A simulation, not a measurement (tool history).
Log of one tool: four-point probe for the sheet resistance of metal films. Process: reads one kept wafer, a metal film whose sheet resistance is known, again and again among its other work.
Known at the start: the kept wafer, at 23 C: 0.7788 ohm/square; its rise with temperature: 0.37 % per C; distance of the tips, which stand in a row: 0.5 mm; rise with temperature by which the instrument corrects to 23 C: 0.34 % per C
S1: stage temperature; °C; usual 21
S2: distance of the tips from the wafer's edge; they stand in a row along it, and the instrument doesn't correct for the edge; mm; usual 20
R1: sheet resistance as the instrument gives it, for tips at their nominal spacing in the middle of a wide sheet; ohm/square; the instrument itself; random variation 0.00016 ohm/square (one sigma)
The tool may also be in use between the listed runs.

{"run": 1, "hour": 0.0, "S1": 21, "S2": 20, "R1": 0.780557}
{"run": 2, "hour": 13.5, "S1": 21, "S2": 20, "R1": 0.780701}
{"run": 3, "hour": 32.5, "S1": 21, "S2": 20, "R1": 0.78049}
{"run": 4, "hour": 45.6, "S1": 21, "S2": 20, "R1": 0.780663}
{"run": 5, "hour": 60.9, "S1": 21, "S2": 20, "R1": 0.780547}
{"run": 6, "hour": 85.6, "S1": 21, "S2": 20, "R1": 0.779958}
{"run": 7, "hour": 98.9, "S1": 21, "S2": 25, "R1": 0.780479}
{"run": 8, "hour": 128.8, "S1": 21, "S2": 20, "R1": 0.780106}
{"run": 9, "hour": 156.6, "S1": 31, "S2": 20, "R1": 0.782917}
{"run": 10, "hour": 175.8, "S1": 31, "S2": 20, "R1": 0.782673}
{"run": 11, "hour": 201.7, "S1": 21, "S2": 20, "R1": 0.780021}
{"run": 12, "hour": 232.1, "S1": 21, "S2": 20, "R1": 0.780114}
{"run": 13, "hour": 248.0, "S1": 21, "S2": 20, "R1": 0.779653}
{"run": 14, "hour": 271.8, "S1": 21, "S2": 20, "R1": 0.779859}
{"run": 15, "hour": 302.0, "S1": 21, "S2": 20, "R1": 0.779584}
{"run": 16, "hour": 315.7, "S1": 21, "S2": 20, "R1": 0.779499}
{"run": 17, "hour": 331.4, "S1": 31, "S2": 20, "R1": 0.781991}
{"run": 18, "hour": 362.0, "S1": 21, "S2": 20, "R1": 0.779663}
{"run": 19, "hour": 382.6, "S1": 21, "S2": 20, "R1": 0.779607}
{"run": 20, "hour": 409.3, "S1": 21, "S2": 20, "R1": 0.779613}
{"run": 21, "hour": 424.8, "S1": 21, "S2": 20, "R1": 0.779337}
{"run": 22, "hour": 442.5, "S1": 21, "S2": 20, "R1": 0.779454}
{"run": 23, "hour": 469.6, "S1": 21, "S2": 4, "R1": 0.785552}
{"run": 24, "hour": 485.0, "S1": 28, "S2": 4, "R1": 0.787337}
{"run": 25, "hour": 503.8, "S1": 26, "S2": 51, "R1": 0.7803}
{"run": 26, "hour": 531.9, "S1": 24, "S2": 12, "R1": 0.780483}
{"run": 27, "hour": 556.1, "S1": 20, "S2": 12, "R1": 0.779167}
{"run": 28, "hour": 578.4, "S1": 28, "S2": 11, "R1": 0.78123}
{"run": 29, "hour": 598.7, "S1": 35, "S2": 7, "R1": 0.78434}
{"run": 30, "hour": 625.3, "S1": 31, "S2": 55, "R1": 0.781169}
{"run": 31, "hour": 638.6, "S1": 31, "S2": 55, "R1": 0.781082}
{"run": 32, "hour": 650.9, "S1": 31, "S2": 20, "R1": 0.781221}
{"run": 33, "hour": 673.8, "S1": 31, "S2": 20, "R1": 0.781402}
{"run": 34, "hour": 686.8, "S1": 20, "S2": 20, "R1": 0.778383}
{"run": 35, "hour": 705.9, "S1": 25, "S2": 11, "R1": 0.780225}
{"run": 36, "hour": 729.4, "S1": 25, "S2": 11, "R1": 0.780197}
{"run": 37, "hour": 756.5, "S1": 24, "S2": 7, "R1": 0.781284}
{"run": 38, "hour": 781.9, "S1": 27, "S2": 53, "R1": 0.779826}
{"run": 39, "hour": 798.5, "S1": 27, "S2": 53, "R1": 0.779805}
{"run": 40, "hour": 822.3, "S1": 27, "S2": 53, "R1": 0.779511}
{"run": 41, "hour": 851.1, "S1": 33, "S2": 16, "R1": 0.781353}
{"run": 42, "hour": 864.3, "S1": 24, "S2": 6, "R1": 0.781309}
{"run": 43, "hour": 878.9, "S1": 25, "S2": 68, "R1": 0.778826}

Some steps in R1 between neighbouring runs. How much of each would the tool show without its hidden state too (settings, what came in, random variation), and how much is left for the hidden state, with any gauge scatter that isn't in both results?
The hidden state here: inner tips' distance over the nominal, %; tips' flats over new ones', %; wafer's true temperature over the reading, C; drift of the gauge itself on sheet_ohm, %.
Run 10 -> 11: S1 31 -> 21. R1 -0.002652 ohm/square: hidden state -0.000087, all else -0.002565.
Run 11 -> 12: no setting changed, nothing entered. R1 +0.000093 ohm/square: hidden state -0.000088, all else +0.000181.
Run 17 -> 18: S1 31 -> 21. R1 -0.002328 ohm/square: hidden state -0.0001, all else -0.002228.
Run 22 -> 23: S2 20 -> 4. R1 +0.006098 ohm/square: hidden state -0.000076, all else +0.006174.
Run 24 -> 25: S1 28 -> 26, S2 4 -> 51. R1 -0.007037 ohm/square: hidden state -0.000061, all else -0.006976.
Run 29 -> 30: S1 35 -> 31, S2 7 -> 55. R1 -0.003171 ohm/square: hidden state -0.000079, all else -0.003092.
